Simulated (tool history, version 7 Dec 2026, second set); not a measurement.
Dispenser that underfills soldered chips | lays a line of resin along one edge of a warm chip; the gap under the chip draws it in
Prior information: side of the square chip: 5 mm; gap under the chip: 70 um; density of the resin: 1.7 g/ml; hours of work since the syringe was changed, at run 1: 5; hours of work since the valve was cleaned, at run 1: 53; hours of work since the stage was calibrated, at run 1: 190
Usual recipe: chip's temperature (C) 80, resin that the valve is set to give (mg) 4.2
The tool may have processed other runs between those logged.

run   hour  chip's temperature (C)  resin that the valve is set to give (mg)  hours of work since the syringe was changed  hours of work since the valve was cleaned  hours of work since the stage was calibrated  time until the resin shows at the far edge (s)  resin that the valve gave (mg)
  1      0                      80                                       4.2                                            5                                         53                                           190                                            27.4                            4.08
         5  -- new syringe of resin
  2    6.7                      80                                         4                                            1                                         57                                           194                                            23.4                            3.87
  3   10.2                      80                                         4                                            3                                         59                                           197                                            25.2                            3.86
        17  -- new syringe of resin
  4   17.2                      86                                         4                                            0                                         64                                           201                                            18.5                            3.79
  5   22.6                      86                                         4                                            4                                         67                                           205                                            21.2                            3.65
      29.2  -- new syringe of resin
  6   29.6                      86                                       4.5                                            0                                         72                                           209                                            17.4                             4.2
  7   37.6                      80                                      4.08                                            6                                         77                                           214                                            28.5                             3.8
      41.2  -- new syringe of resin
  8   42.8                      80                                      4.08                                            1                                         80                                           218                                            23.5                            3.82
  9   49.1                      80                                       4.2                                            5                                         84                                           222                                            27.2                            3.94
      53.4  -- new syringe of resin
 10     54                      66                                       4.2                                            0                                         87                                           225                                            38.7                            3.85
 11   58.2                      66                                       4.2                                            3                                         90                                           228                                            41.6                            3.91
 12   63.3                      66                                       4.2                                            7                                         94                                           231                                            47.1                            3.83
      65.4  -- new syringe of resin
 13   71.5                      72                                       4.2                                            4                                         99                                           236                                            35.5                            3.84
 14   76.7                      69                                       4.2                                            7                                        102                                           240                                              46                            3.86
      77.4  -- new syringe of resin
 15   82.3                      80                                      3.82                                            3                                        106                                           243                                            26.4                            3.53
      89.6  -- new syringe of resin
 16   90.4                      80                                       4.2                                            1                                        111                                           248                                            23.2                            3.83
 17   94.4                      80                                       4.2                                            3                                        113                                           251                                              26                            3.89
 18   97.8                      80                                       4.2                                            5                                        116                                           253                                            28.7                            3.88
       102  -- new syringe of resin
 19  103.1                      69                                      5.37                                            1                                        119                                           256                                            33.6                            4.81
 20    111                      88                                       3.7                                            6                                        124                                           262                                            23.3                            3.31
     114.1  -- new syringe of resin
 21  117.5                      83                                      5.26                                            2                                        128                                           266                                            21.4                            4.64
 22    121                      67                                      4.45                                            5                                        131                                           268                                            42.6                            3.92
     126.2  -- new syringe of resin
 23  129.5                      79                                      4.99                                            2                                        136                                           273                                              24                             4.4
     133.4  -- dispensing valve cleaned and set on the balance
 24  134.4                      89                                       4.8                                            5                                          1                                           276                                            19.3                            4.88
     139.6  -- new syringe of resin
 25  142.8                      89                                       4.8                                            2                                          6                                           281                                            17.1                             4.8
 26  146.7                      89                                      4.72                                            5                                          9                                           284                                            19.7                            4.68
     151.9  -- new syringe of resin
 27  153.3                      70                                      3.78                                            1                                         13                                           288                                            34.6                            3.75

Expected results for the next run?
 28  158.1                      70                                      3.78                                            4                                         16                                           291                                               ?                               ?

time until the resin shows at the far edge (s): 39.5
resin that the valve gave (mg): 3.72
If the tool had no hidden condition, the same run with the same run-to-run variation would have returned time until the resin shows at the far edge (s) 30.9, resin that the valve gave (mg) 3.77.
